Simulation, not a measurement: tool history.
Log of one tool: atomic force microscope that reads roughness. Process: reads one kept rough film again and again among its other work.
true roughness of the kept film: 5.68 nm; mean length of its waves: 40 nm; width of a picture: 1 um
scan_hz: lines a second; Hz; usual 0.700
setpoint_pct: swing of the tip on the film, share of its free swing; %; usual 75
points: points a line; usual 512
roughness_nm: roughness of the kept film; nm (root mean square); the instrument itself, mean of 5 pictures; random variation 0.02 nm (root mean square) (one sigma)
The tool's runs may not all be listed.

run,hour,scan_hz,setpoint_pct,points,roughness_nm
1,0.0,0.700,75,512,4.432
2,43.8,0.700,75,512,4.254
3,83.0,0.700,75,391,4.136
# hour 88.2: new tip fitted
4,116.9,0.700,75,391,4.655
5,165.4,0.700,75,512,4.539
6,195.2,0.700,75,512,4.383
7,243.8,0.700,75,512,4.222
# hour 277.9: new tip fitted
8,306.0,0.700,75,512,4.667
9,337.5,0.700,75,512,4.573
10,408.6,1.986,88,466,3.914
# hour 416.2: height scale calibrated on a step standard
11,445.0,1.986,88,793,3.781
# hour 470.2: new tip fitted
12,500.3,1.986,88,793,4.151
13,544.6,1.986,88,793,4.064
14,610.3,1.986,88,793,3.848
# hour 663.6: new tip fitted
15,675.2,1.986,88,793,4.332
16,724.7,0.518,78,793,4.535
17,770.7,0.959,81,512,4.293
# hour 794.9: height scale calibrated on a step standard, once more
18,813.1,2.383,72,277,4.080

3 ways to go on from here, each from the tool as it stands after run 18. What would each give?
A,851.3,0.700,84,512,?
B,851.3,0.662,78,815,?
C,851.3,3.114,59,277,?

run,roughness_nm
A,4.133
B,4.160
C,4.074
Without the tool's hidden state the same runs would have given:
run,roughness_nm
A,4.826
B,4.858
C,4.758
